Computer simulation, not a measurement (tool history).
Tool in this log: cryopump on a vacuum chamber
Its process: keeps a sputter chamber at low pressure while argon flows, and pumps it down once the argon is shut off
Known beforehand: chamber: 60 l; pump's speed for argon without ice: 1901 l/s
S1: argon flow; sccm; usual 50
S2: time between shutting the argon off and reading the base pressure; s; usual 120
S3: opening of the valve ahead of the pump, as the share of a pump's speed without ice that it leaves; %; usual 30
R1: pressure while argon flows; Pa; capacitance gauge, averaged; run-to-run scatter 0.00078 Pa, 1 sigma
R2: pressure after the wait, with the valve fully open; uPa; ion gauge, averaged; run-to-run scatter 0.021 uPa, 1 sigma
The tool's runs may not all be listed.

{"run": 1, "hour": 0.0, "S1": 50, "S2": 120, "S3": 30, "R1": 0.1505, "R2": 1.07}
{"run": 2, "hour": 27.8, "S1": 50, "S2": 120, "S3": 30, "R1": 0.1505, "R2": 1.06}
{"run": 3, "hour": 57.8, "S1": 50, "S2": 120, "S3": 30, "R1": 0.1509, "R2": 1.14}
{"run": 4, "hour": 119.5, "S1": 57, "S2": 120, "S3": 30, "R1": 0.1741, "R2": 1.11}
{"run": 5, "hour": 157.7, "S1": 50, "S2": 120, "S3": 30, "R1": 0.1534, "R2": 1.1}
{"run": 6, "hour": 199.5, "S1": 81, "S2": 120, "S3": 30, "R1": 0.249, "R2": 1.16}
{"run": 7, "hour": 236.3, "S1": 81, "S2": 120, "S3": 30, "R1": 0.2503, "R2": 1.18}
{"run": 8, "hour": 270.9, "S1": 81, "S2": 120, "S3": 30, "R1": 0.2513, "R2": 1.23}
{"run": 9, "hour": 304.7, "S1": 50, "S2": 27, "S3": 30, "R1": 0.1567, "R2": 2.13}
{"run": 10, "hour": 367.4, "S1": 50, "S2": 27, "S3": 30, "R1": 0.1588, "R2": 2.12}
{"run": 11, "hour": 408.9, "S1": 33, "S2": 120, "S3": 30, "R1": 0.1058, "R2": 1.31}
{"run": 12, "hour": 457.0, "S1": 37, "S2": 120, "S3": 30, "R1": 0.1193, "R2": 1.4}
{"run": 13, "hour": 499.7, "S1": 37, "S2": 120, "S3": 30, "R1": 0.1201, "R2": 1.42}
{"run": 14, "hour": 552.2, "S1": 62, "S2": 120, "S3": 30, "R1": 0.2026, "R2": 1.42}
{"run": 15, "hour": 582.5, "S1": 62, "S2": 120, "S3": 30, "R1": 0.2046, "R2": 1.5}
{"hour": 597.1, "done": "pump warmed up, emptied and cooled again"}
{"run": 16, "hour": 641.5, "S1": 50, "S2": 120, "S3": 30, "R1": 0.1503, "R2": 1.17}
{"run": 17, "hour": 702.2, "S1": 50, "S2": 120, "S3": 30, "R1": 0.1498, "R2": 1.2}
{"run": 18, "hour": 755.9, "S1": 47, "S2": 52, "S3": 52, "R1": 0.084, "R2": 1.57}
{"run": 19, "hour": 785.0, "S1": 47, "S2": 52, "S3": 52, "R1": 0.0851, "R2": 1.61}
{"run": 20, "hour": 847.6, "S1": 47, "S2": 25, "S3": 20, "R1": 0.2164, "R2": 2.22}
{"run": 21, "hour": 903.5, "S1": 78, "S2": 242, "S3": 39, "R1": 0.1899, "R2": 1.25}
{"run": 22, "hour": 935.3, "S1": 78, "S2": 242, "S3": 39, "R1": 0.1906, "R2": 1.24}
{"run": 23, "hour": 970.0, "S1": 39, "S2": 185, "S3": 26, "R1": 0.1397, "R2": 1.32}
{"run": 24, "hour": 1027.7, "S1": 50, "S2": 120, "S3": 28, "R1": 0.1695, "R2": 1.47}
{"run": 25, "hour": 1084.8, "S1": 50, "S2": 120, "S3": 28, "R1": 0.1708, "R2": 1.52}
{"run": 26, "hour": 1148.8, "S1": 22, "S2": 29, "S3": 47, "R1": 0.048, "R2": 2.34}
{"run": 27, "hour": 1187.5, "S1": 88, "S2": 37, "S3": 30, "R1": 0.2874, "R2": 2.16}
{"hour": 1226.7, "done": "pump warmed up, emptied and cooled again"}
{"run": 28, "hour": 1226.7, "S1": 50, "S2": 64, "S3": 44, "R1": 0.1007, "R2": 1.49}
{"run": 29, "hour": 1284.9, "S1": 40, "S2": 24, "S3": 44, "R1": 0.0826, "R2": 2.23}
{"run": 30, "hour": 1324.1, "S1": 21, "S2": 279, "S3": 18, "R1": 0.1048, "R2": 1.2}
{"run": 31, "hour": 1386.2, "S1": 50, "S2": 95, "S3": 30, "R1": 0.1538, "R2": 1.43}
{"run": 32, "hour": 1449.8, "S1": 50, "S2": 95, "S3": 30, "R1": 0.1543, "R2": 1.46}
{"run": 33, "hour": 1505.8, "S1": 50, "S2": 95, "S3": 30, "R1": 0.1553, "R2": 1.52}
{"run": 34, "hour": 1568.9, "S1": 77, "S2": 57, "S3": 30, "R1": 0.2406, "R2": 1.81}

Here are 3 independent what-if runs from the current tool condition. What would each one return?
{"run": "A", "hour": 1630.6, "S1": 77, "S2": 110, "S3": 30, "R1": "?", "R2": "?"}
{"run": "B", "hour": 1630.6, "S1": 50, "S2": 120, "S3": 33, "R1": "?", "R2": "?"}
{"run": "C", "hour": 1630.6, "S1": 77, "S2": 57, "S3": 22, "R1": "?", "R2": "?"}

run=A R1=0.244 R2=1.51
run=B R1=0.1449 R2=1.57
run=C R1=0.3267 R2=1.79
Without the tool's hidden state the same runs would have given:
run=A R1=0.2282 R2=0.39
run=B R1=0.1347 R2=0.42
run=C R1=0.311 R2=0.65
